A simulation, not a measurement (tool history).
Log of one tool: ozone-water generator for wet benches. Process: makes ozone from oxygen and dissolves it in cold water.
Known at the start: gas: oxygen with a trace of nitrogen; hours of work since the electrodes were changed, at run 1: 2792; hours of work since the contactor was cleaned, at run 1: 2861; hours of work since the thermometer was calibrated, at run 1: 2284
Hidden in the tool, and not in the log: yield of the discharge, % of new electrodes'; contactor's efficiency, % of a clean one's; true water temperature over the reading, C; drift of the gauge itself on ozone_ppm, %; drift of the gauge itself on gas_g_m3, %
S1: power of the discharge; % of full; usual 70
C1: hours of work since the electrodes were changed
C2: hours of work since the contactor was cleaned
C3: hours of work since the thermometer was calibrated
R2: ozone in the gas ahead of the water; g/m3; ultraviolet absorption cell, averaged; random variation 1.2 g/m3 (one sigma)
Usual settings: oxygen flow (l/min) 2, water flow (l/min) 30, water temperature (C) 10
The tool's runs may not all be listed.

{"run": 1, "hour": 0.0, "S1": 70, "oxygen flow (l/min)": 2, "water flow (l/min)": 30, "water temperature (C)": 10, "C1": 2792, "C2": 2861, "C3": 2284, "dissolved ozone (ppm)": 9.8, "R2": 206}
{"run": 2, "hour": 39.8, "S1": 70, "oxygen flow (l/min)": 2, "water flow (l/min)": 30, "water temperature (C)": 10, "C1": 2831, "C2": 2900, "C3": 2323, "dissolved ozone (ppm)": 9.4, "R2": 207.1}
{"run": 3, "hour": 96.9, "S1": 70, "oxygen flow (l/min)": 2, "water flow (l/min)": 21, "water temperature (C)": 10, "C1": 2886, "C2": 2956, "C3": 2379, "dissolved ozone (ppm)": 13.8, "R2": 206.8}
{"run": 4, "hour": 128.9, "S1": 70, "oxygen flow (l/min)": 2, "water flow (l/min)": 21, "water temperature (C)": 10, "C1": 2917, "C2": 2987, "C3": 2410, "dissolved ozone (ppm)": 13.6, "R2": 205.8}
{"run": 5, "hour": 192.8, "S1": 70, "oxygen flow (l/min)": 2, "water flow (l/min)": 21, "water temperature (C)": 10, "C1": 2980, "C2": 3049, "C3": 2472, "dissolved ozone (ppm)": 13.6, "R2": 205.7}
{"run": 6, "hour": 256.2, "S1": 70, "oxygen flow (l/min)": 2, "water flow (l/min)": 21, "water temperature (C)": 10, "C1": 3041, "C2": 3111, "C3": 2534, "dissolved ozone (ppm)": 13.7, "R2": 205.3}
{"run": 7, "hour": 325.3, "S1": 70, "oxygen flow (l/min)": 2, "water flow (l/min)": 21, "water temperature (C)": 10, "C1": 3108, "C2": 3178, "C3": 2601, "dissolved ozone (ppm)": 13.6, "R2": 204.2}
{"hour": 333.1, "done": "contactor cleaned"}
{"run": 8, "hour": 362.9, "S1": 70, "oxygen flow (l/min)": 2, "water flow (l/min)": 21, "water temperature (C)": 10, "C1": 3141, "C2": 29, "C3": 2634, "dissolved ozone (ppm)": 13.4, "R2": 205.9}
{"run": 9, "hour": 417.0, "S1": 70, "oxygen flow (l/min)": 2, "water flow (l/min)": 21, "water temperature (C)": 10, "C1": 3194, "C2": 82, "C3": 2686, "dissolved ozone (ppm)": 13.4, "R2": 202.9}
{"run": 10, "hour": 465.1, "S1": 86, "oxygen flow (l/min)": 1.74, "water flow (l/min)": 30, "water temperature (C)": 15, "C1": 3241, "C2": 128, "C3": 2733, "dissolved ozone (ppm)": 10.1, "R2": 252.2}
{"run": 11, "hour": 528.0, "S1": 86, "oxygen flow (l/min)": 1.74, "water flow (l/min)": 30, "water temperature (C)": 15, "C1": 3302, "C2": 190, "C3": 2794, "dissolved ozone (ppm)": 10, "R2": 250.7}
{"hour": 540.4, "done": "contactor cleaned, once more"}
{"run": 12, "hour": 567.6, "S1": 86, "oxygen flow (l/min)": 1.74, "water flow (l/min)": 30, "water temperature (C)": 15, "C1": 3337, "C2": 26, "C3": 2829, "dissolved ozone (ppm)": 10.4, "R2": 250.2}
{"run": 13, "hour": 628.2, "S1": 74, "oxygen flow (l/min)": 1.19, "water flow (l/min)": 25, "water temperature (C)": 10, "C1": 3395, "C2": 85, "C3": 2888, "dissolved ozone (ppm)": 9.5, "R2": 268.1}
{"run": 14, "hour": 674.8, "S1": 74, "oxygen flow (l/min)": 1.19, "water flow (l/min)": 25, "water temperature (C)": 10, "C1": 3441, "C2": 131, "C3": 2933, "dissolved ozone (ppm)": 9.7, "R2": 265.5}
{"run": 15, "hour": 707.2, "S1": 74, "oxygen flow (l/min)": 1.19, "water flow (l/min)": 25, "water temperature (C)": 10, "C1": 3472, "C2": 162, "C3": 2965, "dissolved ozone (ppm)": 9.6, "R2": 264.3}
{"run": 16, "hour": 743.9, "S1": 74, "oxygen flow (l/min)": 1.19, "water flow (l/min)": 25, "water temperature (C)": 10, "C1": 3508, "C2": 198, "C3": 3000, "dissolved ozone (ppm)": 9.9, "R2": 265.2}
{"run": 17, "hour": 774.3, "S1": 50, "oxygen flow (l/min)": 1.89, "water flow (l/min)": 30, "water temperature (C)": 10, "C1": 3538, "C2": 228, "C3": 3030, "dissolved ozone (ppm)": 7.3, "R2": 161.7}

4 ways to go on from here, each from the tool as it stands after run 17. What would each give?
{"run": "A", "hour": 827.8, "S1": 51, "oxygen flow (l/min)": 2.94, "water flow (l/min)": 30, "water temperature (C)": 8, "C1": 3590, "C2": 280, "C3": 3082, "dissolved ozone (ppm)": "?", "R2": "?"}
{"run": "B", "hour": 827.8, "S1": 50, "oxygen flow (l/min)": 1.73, "water flow (l/min)": 30, "water temperature (C)": 10, "C1": 3590, "C2": 280, "C3": 3082, "dissolved ozone (ppm)": "?", "R2": "?"}
{"run": "C", "hour": 827.8, "S1": 50, "oxygen flow (l/min)": 2.21, "water flow (l/min)": 30, "water temperature (C)": 10, "C1": 3590, "C2": 280, "C3": 3082, "dissolved ozone (ppm)": "?", "R2": "?"}
{"run": "D", "hour": 827.8, "S1": 50, "oxygen flow (l/min)": 1.44, "water flow (l/min)": 27, "water temperature (C)": 5, "C1": 3590, "C2": 280, "C3": 3082, "dissolved ozone (ppm)": "?", "R2": "?"}

run=A dissolved_ozone_(ppm)=8.9 R2=135.8
run=B dissolved_ozone_(ppm)=6.9 R2=167.1
run=C dissolved_ozone_(ppm)=8 R2=151.7
run=D dissolved_ozone_(ppm)=7.5 R2=181.4
Without the tool's hidden state the same runs would have given:
run=A dissolved_ozone_(ppm)=9.8 R2=149.6
run=B dissolved_ozone_(ppm)=7.6 R2=183.8
run=C dissolved_ozone_(ppm)=8.8 R2=166.8
run=D dissolved_ozone_(ppm)=8.2 R2=199.6

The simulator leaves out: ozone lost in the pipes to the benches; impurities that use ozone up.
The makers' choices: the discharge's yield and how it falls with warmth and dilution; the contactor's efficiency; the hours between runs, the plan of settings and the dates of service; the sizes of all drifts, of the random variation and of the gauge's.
